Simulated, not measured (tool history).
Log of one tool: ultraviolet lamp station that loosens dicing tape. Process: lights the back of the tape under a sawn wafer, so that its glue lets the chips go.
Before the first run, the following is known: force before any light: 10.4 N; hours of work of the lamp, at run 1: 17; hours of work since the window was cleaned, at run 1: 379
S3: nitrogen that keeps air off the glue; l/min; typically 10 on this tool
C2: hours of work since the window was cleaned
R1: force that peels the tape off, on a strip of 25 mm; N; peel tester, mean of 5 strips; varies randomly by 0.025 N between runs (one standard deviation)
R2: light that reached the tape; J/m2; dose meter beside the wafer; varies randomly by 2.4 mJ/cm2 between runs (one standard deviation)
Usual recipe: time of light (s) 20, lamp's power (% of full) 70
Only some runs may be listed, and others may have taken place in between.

Run 1, hour 0: usual settings; hours of work of the lamp 17; C2 379. Result: R1 1.746 N, R2 2180 J/m2.
Run 2, hour 21: usual settings; hours of work of the lamp 30; C2 392. Result: R1 1.788 N, R2 2180 J/m2.
Run 3, hour 36.7: usual settings; hours of work of the lamp 40; C2 403. Result: R1 1.815 N, R2 2150 J/m2.
Run 4, hour 59: usual settings but S3 5 l/min; hours of work of the lamp 55; C2 417. Result: R1 2.719 N, R2 2110 J/m2.
At hour 67.3: window cleaned of glue's vapour.
Run 5, hour 84.8: usual settings but lamp's power (% of full) 72; hours of work of the lamp 71; C2 11. Result: R1 1.226 N, R2 2610 J/m2.
Run 6, hour 96.3: usual settings but time of light (s) 13, lamp's power (% of full) 72; hours of work of the lamp 79; C2 19. Result: R1 2.495 N, R2 1750 J/m2.
Run 7, hour 108.5: usual settings but time of light (s) 13, lamp's power (% of full) 72; hours of work of the lamp 87; C2 27. Result: R1 2.527 N, R2 1730 J/m2.
Run 8, hour 128.7: usual settings but time of light (s) 13, lamp's power (% of full) 72; hours of work of the lamp 100; C2 40. Result: R1 2.574 N, R2 1640 J/m2.
Run 9, hour 149.5: usual settings but time of light (s) 13, lamp's power (% of full) 72; hours of work of the lamp 113; C2 53. Result: R1 2.695 N, R2 1640 J/m2.
Run 10, hour 164.6: usual settings but S3 14 l/min; hours of work of the lamp 123; C2 63. Result: R1 1.133 N, R2 2480 J/m2.
Run 11, hour 188.2: usual settings but S3 14 l/min; hours of work of the lamp 138; C2 78. Result: R1 1.165 N, R2 2480 J/m2.
Run 12, hour 211.1: usual settings but S3 14 l/min; hours of work of the lamp 153; C2 93. Result: R1 1.142 N, R2 2440 J/m2.
Run 13, hour 230.2: usual settings but S3 5 l/min; hours of work of the lamp 166; C2 106. Result: R1 2.327 N, R2 2400 J/m2.
Run 14, hour 247.4: usual settings but lamp's power (% of full) 79; hours of work of the lamp 177; C2 117. Result: R1 1.197 N, R2 2670 J/m2.
Run 15, hour 266.3: usual settings but time of light (s) 11; hours of work of the lamp 189; C2 129. Result: R1 3.529 N, R2 1330 J/m2.
Run 16, hour 281.4: usual settings but time of light (s) 11, lamp's power (% of full) 61, S3 3 l/min; hours of work of the lamp 199; C2 139. Result: R1 5.691 N, R2 1110 J/m2.
Run 17, hour 306.7: usual settings but time of light (s) 11, lamp's power (% of full) 61, S3 3 l/min; hours of work of the lamp 215; C2 155. Result: R1 5.759 N, R2 1140 J/m2.
Run 18, hour 319.5: usual settings but time of light (s) 27, S3 11 l/min; hours of work of the lamp 223; C2 164. Result: R1 0.798 N, R2 3130 J/m2.
Run 19, hour 343.4: usual settings but time of light (s) 18, lamp's power (% of full) 78, S3 11 l/min; hours of work of the lamp 239; C2 179. Result: R1 1.48 N, R2 2320 J/m2.
Run 20, hour 365.1: usual settings but time of light (s) 18, lamp's power (% of full) 73, S3 4 l/min; hours of work of the lamp 253; C2 193. Result: R1 3.083 N, R2 2130 J/m2.
Run 21, hour 384: usual settings but time of light (s) 33, lamp's power (% of full) 93; hours of work of the lamp 265; C2 205. Result: R1 0.33 N, R2 4860 J/m2.
Run 22, hour 404.4: usual settings but time of light (s) 33, lamp's power (% of full) 68; hours of work of the lamp 279; C2 219. Result: R1 0.634 N, R2 3570 J/m2.
Run 23, hour 426.5: usual settings but time of light (s) 16, lamp's power (% of full) 88, S3 4 l/min; hours of work of the lamp 293; C2 233. Result: R1 2.914 N, R2 2200 J/m2.
Run 24, hour 438.5: usual settings but time of light (s) 16, lamp's power (% of full) 88, S3 4 l/min; hours of work of the lamp 301; C2 241. Result: R1 2.914 N, R2 2170 J/m2.
Run 25, hour 458.4: usual settings but time of light (s) 16, lamp's power (% of full) 88, S3 4 l/min; hours of work of the lamp 313; C2 254. Result: R1 2.966 N, R2 2180 J/m2.
Run 26, hour 482.2: usual settings but lamp's power (% of full) 82, S3 7 l/min; hours of work of the lamp 329; C2 269. Result: R1 1.69 N, R2 2490 J/m2.
Run 27, hour 498.8: usual settings but lamp's power (% of full) 82, S3 7 l/min; hours of work of the lamp 340; C2 280. Result: R1 1.732 N, R2 2520 J/m2.
Run 28, hour 513.6: usual settings but time of light (s) 18; hours of work of the lamp 349; C2 289. Result: R1 2.165 N, R2 1940 J/m2.
Run 29, hour 533.5: usual settings but time of light (s) 18; hours of work of the lamp 362; C2 302. Result: R1 2.234 N, R2 1900 J/m2.

What differs in the tool's unlogged condition from the final listed run ahead of each entry between runs to the first listed run following it?
In the gap between runs 4 and 5: window cleaned of glue's vapour (hour 67.3)
  lamp's light, % of a new lamp's: 97.4 -> 97; light that the window lets through, % of a clean one's: 81.7 -> 99.4
  measured minus no-state result, R1: +0.762 -> +0.084 N; R2: -540 -> -100 J/m2
